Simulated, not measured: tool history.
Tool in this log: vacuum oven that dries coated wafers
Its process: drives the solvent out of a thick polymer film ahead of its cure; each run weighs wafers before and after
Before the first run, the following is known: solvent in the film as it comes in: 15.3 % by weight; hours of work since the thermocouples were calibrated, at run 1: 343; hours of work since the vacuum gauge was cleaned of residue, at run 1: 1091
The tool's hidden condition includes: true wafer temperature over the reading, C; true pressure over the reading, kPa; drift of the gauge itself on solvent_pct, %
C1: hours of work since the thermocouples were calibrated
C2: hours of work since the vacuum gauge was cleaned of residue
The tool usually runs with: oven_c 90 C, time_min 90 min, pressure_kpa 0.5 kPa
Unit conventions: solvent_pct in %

Run 1, hour 0: usual settings; C1 343; C2 1091. Result: solvent_pct 2.54 %.
Run 2, hour 58.7: usual settings; C1 372; C2 1120. Result: solvent_pct 2.46 %.
Run 3, hour 127.7: usual settings but time_min 127 min; C1 406; C2 1154. Result: solvent_pct 1.51 %.
Run 4, hour 168.2: usual settings but oven_c 104 C, time_min 127 min; C1 426; C2 1175. Result: solvent_pct 0.53 %.
Run 5, hour 244.6: usual settings but oven_c 104 C, time_min 127 min; C1 464; C2 1212. Result: solvent_pct 0.55 %.
Run 6, hour 291.8: usual settings; C1 487; C2 1236. Result: solvent_pct 2.42 %.
Run 7, hour 355.4: usual settings; C1 519; C2 1267. Result: solvent_pct 2.52 %.
Run 8, hour 422.6: usual settings but time_min 78 min; C1 552; C2 1301. Result: solvent_pct 2.94 %.
Run 9, hour 483.8: usual settings but time_min 78 min; C1 583; C2 1331. Result: solvent_pct 3 %.
Run 10, hour 558.1: usual settings but time_min 78 min; C1 619; C2 1368. Result: solvent_pct 2.91 %.
Run 11, hour 608.8: usual settings but time_min 78 min; C1 645; C2 1393. Result: solvent_pct 2.88 %.
Run 12, hour 640.8: usual settings but time_min 78 min; C1 661; C2 1409. Result: solvent_pct 2.93 %.
Run 13, hour 703.3: usual settings but time_min 78 min; C1 692; C2 1440. Result: solvent_pct 2.8 %.
Run 14, hour 759.5: usual settings but oven_c 101 C; C1 719; C2 1468. Result: solvent_pct 0.99 %.
Run 15, hour 802.1: usual settings; C1 741; C2 1489. Result: solvent_pct 2.45 %.
Run 16, hour 875.8: usual settings; C1 777; C2 1526. Result: solvent_pct 2.46 %.
At hour 916: oven's thermocouples calibrated.
Run 17, hour 916.7: usual settings but time_min 71 min; C1 0; C2 1545. Result: solvent_pct 3.75 %.
Run 18, hour 970.8: usual settings but time_min 71 min; C1 27; C2 1572. Result: solvent_pct 3.52 %.
Run 19, hour 1011.8: usual settings; C1 48; C2 1592. Result: solvent_pct 2.69 %.
Run 20, hour 1044.8: usual settings; C1 64; C2 1608. Result: solvent_pct 2.78 %.
Run 21, hour 1098.2: usual settings but time_min 60 min; C1 90; C2 1635. Result: solvent_pct 4.12 %.
Run 22, hour 1169.6: usual settings but pressure_kpa 0.749 kPa; C1 126; C2 1670. Result: solvent_pct 2.86 %.
Run 23, hour 1217.6: usual settings but pressure_kpa 0.749 kPa; C1 150; C2 1694. Result: solvent_pct 2.79 %.
Run 24, hour 1274.3: usual settings but pressure_kpa 0.749 kPa; C1 178; C2 1722. Result: solvent_pct 2.82 %.
Run 25, hour 1324.8: usual settings but oven_c 82 C, time_min 57 min, pressure_kpa 0.748 kPa; C1 203; C2 1747. Result: solvent_pct 6.41 %.
Run 26, hour 1391.8: usual settings but oven_c 82 C, time_min 57 min, pressure_kpa 0.748 kPa; C1 236; C2 1781. Result: solvent_pct 6.22 %.
Run 27, hour 1464.3: usual settings but oven_c 82 C, time_min 57 min, pressure_kpa 0.748 kPa; C1 272; C2 1817. Result: solvent_pct 6.38 %.
Run 28, hour 1540.1: usual settings but oven_c 92 C, time_min 98 min, pressure_kpa 1.451 kPa; C1 310; C2 1854. Result: solvent_pct 2.61 %.
Run 29, hour 1590.3: usual settings but pressure_kpa 1.113 kPa; C1 335; C2 1879. Result: solvent_pct 3.03 %.
Run 30, hour 1631.4: usual settings but oven_c 79 C, time_min 48 min, pressure_kpa 1.823 kPa; C1 355; C2 1900. Result: solvent_pct 8.25 %.
Run 31, hour 1677.1: usual settings but oven_c 79 C, time_min 48 min, pressure_kpa 1.823 kPa; C1 378; C2 1922. Result: solvent_pct 8.25 %.
Run 32, hour 1746.8: usual settings but time_min 69 min, pressure_kpa 0.792 kPa; C1 412; C2 1957. Result: solvent_pct 3.85 %.
Run 33, hour 1813.7: usual settings but oven_c 92 C, time_min 47 min, pressure_kpa 0.269 kPa; C1 445; C2 1990. Result: solvent_pct 4.69 %.
Run 34, hour 1887.4: usual settings but oven_c 76 C, time_min 49 min, pressure_kpa 1.888 kPa; C1 482; C2 2027. Result: solvent_pct 8.86 %.
Run 35, hour 1961.1: usual settings but oven_c 92 C, time_min 49 min, pressure_kpa 0.51 kPa; C1 519; C2 2063. Result: solvent_pct 4.67 %.
Run 36, hour 2033.1: usual settings but oven_c 96 C, time_min 51 min, pressure_kpa 0.374 kPa; C1 554; C2 2099. Result: solvent_pct 3.59 %.
Run 37, hour 2096.5: usual settings but oven_c 103 C, time_min 72 min, pressure_kpa 0.988 kPa; C1 586; C2 2130. Result: solvent_pct 1.56 %.
Run 38, hour 2157.3: usual settings but oven_c 103 C, time_min 72 min, pressure_kpa 0.988 kPa; C1 616; C2 2161. Result: solvent_pct 1.6 %.
Run 39, hour 2190.5: usual settings but oven_c 96 C, time_min 92 min; C1 632; C2 2177. Result: solvent_pct 1.64 %.
Run 40, hour 2250.9: usual settings but oven_c 96 C, time_min 92 min; C1 662; C2 2207. Result: solvent_pct 1.65 %.
Run 41, hour 2315.2: usual settings but oven_c 84 C, time_min 161 min, pressure_kpa 0.436 kPa; C1 694; C2 2239. Result: solvent_pct 1.97 %.
Run 42, hour 2379.4: usual settings but oven_c 92 C, time_min 46 min, pressure_kpa 1.302 kPa; C1 726; C2 2271. Result: solvent_pct 5.21 %.
Run 43, hour 2442: usual settings but oven_c 83 C, time_min 86 min, pressure_kpa 0.418 kPa; C1 757; C2 2302. Result: solvent_pct 4.17 %.
Run 44, hour 2500: usual settings but oven_c 82 C, time_min 53 min, pressure_kpa 0.436 kPa; C1 786; C2 2331. Result: solvent_pct 6.53 %.
At hour 2523.1: oven's thermocouples calibrated.
Run 45, hour 2575: usual settings but oven_c 82 C, time_min 53 min, pressure_kpa 0.436 kPa; C1 26; C2 2367. Result: solvent_pct 6.61 %.
Run 46, hour 2634.3: usual settings but oven_c 82 C, time_min 53 min, pressure_kpa 0.436 kPa; C1 55; C2 2396. Result: solvent_pct 6.66 %.
Run 47, hour 2689.7: usual settings but oven_c 81 C, time_min 72 min, pressure_kpa 1.848 kPa; C1 83; C2 2424. Result: solvent_pct 6.61 %.
Run 48, hour 2721.1: usual settings but oven_c 99 C, time_min 86 min, pressure_kpa 1.032 kPa; C1 98; C2 2439. Result: solvent_pct 1.74 %.

What if the next run were any one of these 3? Each begins from the tool's condition after run 48:
Run A, hour 2779.6: usual settings but oven_c 101 C, time_min 141 min; C1 127; C2 2468. Result: solvent_pct ?.
Run B, hour 2779.6: usual settings but oven_c 79 C, time_min 82 min, pressure_kpa 0.831 kPa; C1 127; C2 2468. Result: solvent_pct ?.
Run C, hour 2779.6: usual settings but pressure_kpa 0.338 kPa; C1 127; C2 2468. Result: solvent_pct ?.

run  solvent_pct
  A          0.7
  B         5.83
  C         2.76
With no hidden state in the tool, these same runs would have given:
run  solvent_pct
  A         0.28
  B         5.16
  C         2.23
